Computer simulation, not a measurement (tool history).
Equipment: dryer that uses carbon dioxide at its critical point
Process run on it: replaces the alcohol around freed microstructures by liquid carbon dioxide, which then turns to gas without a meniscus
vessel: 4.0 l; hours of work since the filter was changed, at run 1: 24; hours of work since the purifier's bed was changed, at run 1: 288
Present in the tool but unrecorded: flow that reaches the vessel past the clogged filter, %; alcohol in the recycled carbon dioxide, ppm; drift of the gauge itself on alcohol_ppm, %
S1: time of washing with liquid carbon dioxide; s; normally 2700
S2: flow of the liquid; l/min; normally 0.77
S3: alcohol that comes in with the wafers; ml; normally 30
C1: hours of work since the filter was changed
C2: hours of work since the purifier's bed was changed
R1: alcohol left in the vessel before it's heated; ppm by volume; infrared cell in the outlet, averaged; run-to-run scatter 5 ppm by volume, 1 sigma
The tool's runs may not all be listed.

run 1 hour=0 | S1=2700 S2=0.77 S3=30 | C1=24 C2=288 | R1=141
run 2 hour=47.6 | S1=2700 S2=1.164 S3=30 | C1=56 C2=320 | R1=125
run 3 hour=118.1 | S1=2700 S2=0.77 S3=30 | C1=103 C2=367 | R1=162
run 4 hour=169.4 | S1=2700 S2=0.77 S3=30 | C1=137 C2=401 | R1=161
-- hour=192.8 inlet filter changed
run 5 hour=210.7 | S1=2700 S2=0.77 S3=30 | C1=12 C2=428 | R1=177
run 6 hour=261 | S1=2700 S2=0.77 S3=30 | C1=45 C2=461 | R1=184
run 7 hour=296.8 | S1=2700 S2=0.77 S3=30 | C1=69 C2=485 | R1=208
run 8 hour=364.6 | S1=2700 S2=0.927 S3=30 | C1=114 C2=530 | R1=211
run 9 hour=415.9 | S1=2700 S2=0.927 S3=30 | C1=148 C2=564 | R1=233
-- hour=424.3 inlet filter changed
run 10 hour=463.3 | S1=2700 S2=0.927 S3=30 | C1=26 C2=595 | R1=243
run 11 hour=515.7 | S1=3480 S2=0.77 S3=30 | C1=61 C2=630 | R1=256
run 12 hour=565.2 | S1=2700 S2=0.77 S3=30 | C1=94 C2=663 | R1=276
-- hour=587.1 purifier's bed changed
run 13 hour=639.1 | S1=2700 S2=0.77 S3=30 | C1=141 C2=35 | R1=24
-- hour=656.8 inlet filter changed
run 14 hour=690.4 | S1=2700 S2=0.499 S3=30 | C1=22 C2=68 | R1=124
run 15 hour=726.8 | S1=2700 S2=0.77 S3=30 | C1=47 C2=92 | R1=42
run 16 hour=782.8 | S1=2700 S2=0.77 S3=30 | C1=84 C2=130 | R1=72
run 17 hour=851.9 | S1=2700 S2=0.77 S3=30 | C1=130 C2=176 | R1=82
-- hour=890.2 inlet filter changed
run 18 hour=915.2 | S1=2940 S2=0.77 S3=30 | C1=17 C2=217 | R1=85
run 19 hour=970.6 | S1=2280 S2=0.77 S3=30 | C1=54 C2=254 | R1=134
run 20 hour=1000.6 | S1=2280 S2=0.77 S3=30 | C1=73 C2=274 | R1=143
run 21 hour=1050.1 | S1=2700 S2=0.77 S3=30 | C1=106 C2=307 | R1=131
run 22 hour=1086.2 | S1=2700 S2=0.77 S3=30 | C1=130 C2=331 | R1=147
-- hour=1123.3 inlet filter changed
run 23 hour=1146.7 | S1=2700 S2=0.77 S3=30 | C1=16 C2=370 | R1=159
run 24 hour=1211.8 | S1=1740 S2=0.679 S3=30 | C1=59 C2=414 | R1=319
run 25 hour=1250.5 | S1=2160 S2=0.99 S3=61 | C1=85 C2=439 | R1=190
run 26 hour=1282 | S1=3480 S2=0.863 S3=27 | C1=106 C2=460 | R1=179
run 27 hour=1315.8 | S1=3480 S2=0.863 S3=27 | C1=128 C2=483 | R1=201
-- hour=1354.4 inlet filter changed
run 28 hour=1386.3 | S1=3780 S2=1.282 S3=94 | C1=21 C2=529 | R1=204
run 29 hour=1445.4 | S1=3780 S2=1.282 S3=94 | C1=61 C2=568 | R1=232
run 30 hour=1499.5 | S1=3780 S2=1.282 S3=94 | C1=97 C2=604 | R1=249
run 31 hour=1542.3 | S1=3360 S2=1.282 S3=94 | C1=125 C2=633 | R1=262
run 32 hour=1578.1 | S1=3540 S2=0.516 S3=92 | C1=149 C2=657 | R1=376
-- hour=1585.4 inlet filter changed
-- hour=1610.5 purifier's bed changed
run 33 hour=1646.2 | S1=2700 S2=0.476 S3=115 | C1=38 C2=24 | R1=433
run 34 hour=1714.6 | S1=2460 S2=0.587 S3=26 | C1=84 C2=69 | R1=95
run 35 hour=1767 | S1=2700 S2=0.77 S3=33 | C1=119 C2=104 | R1=63
run 36 hour=1799 | S1=3960 S2=0.77 S3=52 | C1=140 C2=125 | R1=61
-- hour=1821.1 inlet filter changed
run 37 hour=1863 | S1=2880 S2=0.587 S3=103 | C1=28 C2=167 | R1=173
run 38 hour=1930.9 | S1=2700 S2=0.621 S3=66 | C1=73 C2=213 | R1=169
run 39 hour=1977.7 | S1=2700 S2=0.621 S3=66 | C1=104 C2=244 | R1=187
run 40 hour=2036.5 | S1=4200 S2=0.956 S3=33 | C1=143 C2=283 | R1=116
-- hour=2050.2 inlet filter changed
run 41 hour=2109.1 | S1=1800 S2=1.244 S3=33 | C1=39 C2=330 | R1=149
run 42 hour=2173.9 | S1=1800 S2=1.244 S3=33 | C1=82 C2=374 | R1=159
run 43 hour=2234.9 | S1=1800 S2=0.613 S3=23 | C1=123 C2=414 | R1=368
run 44 hour=2271.6 | S1=1800 S2=0.613 S3=23 | C1=147 C2=439 | R1=409
-- hour=2281.6 inlet filter changed
run 45 hour=2317.1 | S1=2580 S2=0.624 S3=30 | C1=24 C2=468 | R1=227

Below are 4 alternative next runs, each starting from the tool's condition after run 45. Predict each:
run A hour=2384.9 | S1=2700 S2=1.157 S3=30 | C1=69 C2=513 | R1=?
run B hour=2384.9 | S1=2700 S2=0.698 S3=30 | C1=69 C2=513 | R1=?
run C hour=2384.9 | S1=2340 S2=0.77 S3=32 | C1=69 C2=513 | R1=?
run D hour=2384.9 | S1=1800 S2=0.48 S3=30 | C1=69 C2=513 | R1=?

run=A R1=211
run=B R1=223
run=C R1=238
run=D R1=677
Take away the tool's hidden state, keep each run's random variation, and the runs would have read:
run=A R1=12
run=B R1=10
run=C R1=28
run=D R1=395

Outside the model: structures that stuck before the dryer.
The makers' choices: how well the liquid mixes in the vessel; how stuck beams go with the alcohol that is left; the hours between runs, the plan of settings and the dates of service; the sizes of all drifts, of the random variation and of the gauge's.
